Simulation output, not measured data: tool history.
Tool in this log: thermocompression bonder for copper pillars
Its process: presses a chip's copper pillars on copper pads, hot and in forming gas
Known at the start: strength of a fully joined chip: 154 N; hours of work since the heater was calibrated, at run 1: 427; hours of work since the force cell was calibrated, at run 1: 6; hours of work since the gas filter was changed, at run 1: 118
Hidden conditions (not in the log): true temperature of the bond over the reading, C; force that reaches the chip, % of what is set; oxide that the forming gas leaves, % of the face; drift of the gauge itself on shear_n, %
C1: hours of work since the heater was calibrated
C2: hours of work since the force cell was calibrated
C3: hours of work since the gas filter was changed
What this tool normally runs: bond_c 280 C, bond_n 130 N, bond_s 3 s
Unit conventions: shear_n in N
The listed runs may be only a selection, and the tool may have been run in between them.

{"run": 1, "hour": 0.0, "bond_c": 280, "bond_n": 130, "bond_s": 3, "C1": 427, "C2": 6, "C3": 118, "shear_n": 81.5}
{"run": 2, "hour": 15.4, "bond_c": 280, "bond_n": 130, "bond_s": 3, "C1": 434, "C2": 13, "C3": 125, "shear_n": 82.9}
{"run": 3, "hour": 28.6, "bond_c": 280, "bond_n": 130, "bond_s": 3, "C1": 440, "C2": 18, "C3": 130, "shear_n": 82.3}
{"run": 4, "hour": 43.6, "bond_c": 280, "bond_n": 130, "bond_s": 3, "C1": 447, "C2": 25, "C3": 137, "shear_n": 81.8}
{"run": 5, "hour": 56.9, "bond_c": 280, "bond_n": 130, "bond_s": 3, "C1": 452, "C2": 31, "C3": 143, "shear_n": 80.6}
{"run": 6, "hour": 63.9, "bond_c": 280, "bond_n": 130, "bond_s": 3, "C1": 455, "C2": 34, "C3": 146, "shear_n": 80.8}
{"run": 7, "hour": 77.8, "bond_c": 280, "bond_n": 130, "bond_s": 3, "C1": 462, "C2": 40, "C3": 152, "shear_n": 82.6}
{"run": 8, "hour": 92.3, "bond_c": 280, "bond_n": 130, "bond_s": 3, "C1": 468, "C2": 46, "C3": 158, "shear_n": 83.2}
{"run": 9, "hour": 100.5, "bond_c": 280, "bond_n": 147, "bond_s": 3, "C1": 471, "C2": 50, "C3": 162, "shear_n": 89.0}
{"run": 10, "hour": 107.7, "bond_c": 280, "bond_n": 147, "bond_s": 3, "C1": 475, "C2": 53, "C3": 165, "shear_n": 86.1}
{"hour": 118.7, "done": "forming gas filter changed"}
{"run": 11, "hour": 119.0, "bond_c": 280, "bond_n": 147, "bond_s": 3, "C1": 479, "C2": 58, "C3": 0, "shear_n": 91.9}
{"run": 12, "hour": 128.4, "bond_c": 280, "bond_n": 165, "bond_s": 3, "C1": 483, "C2": 62, "C3": 4, "shear_n": 97.9}
{"run": 13, "hour": 141.4, "bond_c": 280, "bond_n": 130, "bond_s": 3, "C1": 489, "C2": 68, "C3": 10, "shear_n": 86.7}
{"run": 14, "hour": 154.7, "bond_c": 280, "bond_n": 130, "bond_s": 2, "C1": 495, "C2": 73, "C3": 16, "shear_n": 75.5}
{"run": 15, "hour": 165.8, "bond_c": 280, "bond_n": 130, "bond_s": 2, "C1": 500, "C2": 78, "C3": 21, "shear_n": 74.8}
{"run": 16, "hour": 176.8, "bond_c": 280, "bond_n": 130, "bond_s": 4, "C1": 505, "C2": 83, "C3": 25, "shear_n": 92.6}
{"run": 17, "hour": 190.1, "bond_c": 260, "bond_n": 130, "bond_s": 3, "C1": 510, "C2": 89, "C3": 31, "shear_n": 72.0}
{"run": 18, "hour": 199.1, "bond_c": 260, "bond_n": 130, "bond_s": 3, "C1": 514, "C2": 93, "C3": 35, "shear_n": 72.6}
{"run": 19, "hour": 207.5, "bond_c": 260, "bond_n": 130, "bond_s": 3, "C1": 518, "C2": 96, "C3": 39, "shear_n": 71.9}
{"run": 20, "hour": 220.8, "bond_c": 260, "bond_n": 130, "bond_s": 3, "C1": 524, "C2": 102, "C3": 45, "shear_n": 71.7}
{"run": 21, "hour": 234.9, "bond_c": 260, "bond_n": 130, "bond_s": 3, "C1": 530, "C2": 108, "C3": 51, "shear_n": 71.0}
{"run": 22, "hour": 245.9, "bond_c": 260, "bond_n": 130, "bond_s": 3, "C1": 535, "C2": 113, "C3": 56, "shear_n": 72.2}
{"run": 23, "hour": 258.8, "bond_c": 260, "bond_n": 130, "bond_s": 3, "C1": 540, "C2": 119, "C3": 61, "shear_n": 72.0}
{"run": 24, "hour": 268.8, "bond_c": 260, "bond_n": 130, "bond_s": 3, "C1": 545, "C2": 123, "C3": 66, "shear_n": 70.3}
{"run": 25, "hour": 282.5, "bond_c": 280, "bond_n": 130, "bond_s": 9, "C1": 551, "C2": 129, "C3": 72, "shear_n": 114.1}
{"run": 26, "hour": 292.4, "bond_c": 284, "bond_n": 101, "bond_s": 3, "C1": 555, "C2": 134, "C3": 76, "shear_n": 72.3}
{"run": 27, "hour": 304.1, "bond_c": 284, "bond_n": 101, "bond_s": 3, "C1": 560, "C2": 139, "C3": 81, "shear_n": 73.1}
{"run": 28, "hour": 312.5, "bond_c": 284, "bond_n": 101, "bond_s": 3, "C1": 564, "C2": 142, "C3": 85, "shear_n": 73.3}
{"run": 29, "hour": 326.5, "bond_c": 284, "bond_n": 101, "bond_s": 8, "C1": 570, "C2": 148, "C3": 91, "shear_n": 99.4}
{"run": 30, "hour": 340.1, "bond_c": 271, "bond_n": 101, "bond_s": 7, "C1": 576, "C2": 154, "C3": 97, "shear_n": 85.2}
{"run": 31, "hour": 346.7, "bond_c": 263, "bond_n": 98, "bond_s": 7, "C1": 579, "C2": 157, "C3": 100, "shear_n": 78.1}
{"run": 32, "hour": 360.9, "bond_c": 278, "bond_n": 130, "bond_s": 5, "C1": 585, "C2": 164, "C3": 106, "shear_n": 95.4}
{"run": 33, "hour": 373.7, "bond_c": 286, "bond_n": 93, "bond_s": 3, "C1": 591, "C2": 169, "C3": 112, "shear_n": 69.6}
{"run": 34, "hour": 381.0, "bond_c": 280, "bond_n": 172, "bond_s": 2, "C1": 594, "C2": 172, "C3": 115, "shear_n": 85.9}
{"run": 35, "hour": 392.7, "bond_c": 280, "bond_n": 131, "bond_s": 6, "C1": 599, "C2": 177, "C3": 120, "shear_n": 100.9}
{"run": 36, "hour": 403.8, "bond_c": 308, "bond_n": 143, "bond_s": 2, "C1": 604, "C2": 182, "C3": 125, "shear_n": 91.6}
{"run": 37, "hour": 412.9, "bond_c": 262, "bond_n": 130, "bond_s": 3, "C1": 608, "C2": 186, "C3": 129, "shear_n": 70.7}
{"run": 38, "hour": 419.6, "bond_c": 251, "bond_n": 130, "bond_s": 7, "C1": 611, "C2": 189, "C3": 132, "shear_n": 84.5}
{"run": 39, "hour": 428.1, "bond_c": 305, "bond_n": 130, "bond_s": 6, "C1": 614, "C2": 193, "C3": 135, "shear_n": 117.9}
{"run": 40, "hour": 441.0, "bond_c": 305, "bond_n": 130, "bond_s": 6, "C1": 620, "C2": 199, "C3": 141, "shear_n": 115.9}

Describe how what the log doesn't record of the tool's condition differs between the last listed run preceding each entry between runs and the first listed run following it.
From run 10 to run 11: forming gas filter changed (hour 118.7)
  oxide that the forming gas leaves, % of the face: 6.02 -> 0.52
  what was measured, less what the result would be without the hidden state, shear_n: -6.7 -> -1.7 N
